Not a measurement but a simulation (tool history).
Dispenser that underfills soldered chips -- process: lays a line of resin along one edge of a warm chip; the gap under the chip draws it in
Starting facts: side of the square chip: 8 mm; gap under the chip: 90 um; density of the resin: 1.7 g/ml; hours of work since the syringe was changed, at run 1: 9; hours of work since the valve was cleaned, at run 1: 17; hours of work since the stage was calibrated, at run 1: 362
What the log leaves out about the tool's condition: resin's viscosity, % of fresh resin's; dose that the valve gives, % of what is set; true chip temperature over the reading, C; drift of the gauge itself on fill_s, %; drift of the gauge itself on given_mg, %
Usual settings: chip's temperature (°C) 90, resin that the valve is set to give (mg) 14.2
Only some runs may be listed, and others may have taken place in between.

run,hour,chip's temperature (°C),resin that the valve is set to give (mg),hours of work since the syringe was changed,hours of work since the valve was cleaned,hours of work since the stage was calibrated,time until the resin shows at the far edge (s),resin that the valve gave (mg)
1,0.0,90,14.2,9,17,362,20.4,14.11
# hour 3.6: new syringe of resin
2,12.4,79,14.2,5,24,369,28.1,14.10
# hour 21.2: new syringe of resin
3,24.4,90,14.2,2,31,376,15.1,13.90
# hour 39.4: new syringe of resin
4,42.5,90,14.2,2,42,387,14.7,13.93
5,50.0,91,14.2,6,46,392,17.1,13.94
# hour 57.0: new syringe of resin
6,64.9,84,14.2,5,55,401,23.1,13.89
7,74.1,105,14.2,10,61,406,12.0,13.84
# hour 75.7: new syringe of resin
8,86.6,105,14.2,7,68,414,10.1,13.89
# hour 93.7: new syringe of resin
9,95.9,85,14.2,1,74,419,18.3,13.86
10,106.9,85,14.2,8,80,426,23.3,13.69
# hour 111.7: new syringe of resin
# hour 117.4: dispensing valve cleaned and set on the balance
# hour 118.4: stage's temperature calibrated
11,123.0,85,14.2,6,3,3,20.4,14.24
# hour 131.6: new syringe of resin
12,137.3,81,14.0,3,11,11,21.3,13.85
# hour 150.1: new syringe of resin
13,151.2,96,14.2,1,20,20,9.6,14.13
14,165.5,91,15.1,9,28,28,17.4,14.96
# hour 167.9: new syringe of resin
15,181.7,103,12.4,8,38,38,11.1,12.21
# hour 186.7: new syringe of resin
16,190.4,103,12.4,2,43,43,9.0,12.15
17,203.6,94,14.3,10,51,51,15.8,14.02
# hour 205.3: new syringe of resin
18,214.4,99,13.4,6,57,57,11.6,13.12
# hour 223.5: new syringe of resin
19,230.9,89,13.3,5,67,67,16.5,13.05

Run 20 comes next. What will it give?
# hour 241.1: new syringe of resin
20,248.5,89,13.3,5,78,78,?,?

time until the resin shows at the far edge (s): 16.8
resin that the valve gave (mg): 13.02
If the tool had no hidden condition, the same run with the same run-to-run variation would have returned time until the resin shows at the far edge (s) 13.9, resin that the valve gave (mg) 13.38.

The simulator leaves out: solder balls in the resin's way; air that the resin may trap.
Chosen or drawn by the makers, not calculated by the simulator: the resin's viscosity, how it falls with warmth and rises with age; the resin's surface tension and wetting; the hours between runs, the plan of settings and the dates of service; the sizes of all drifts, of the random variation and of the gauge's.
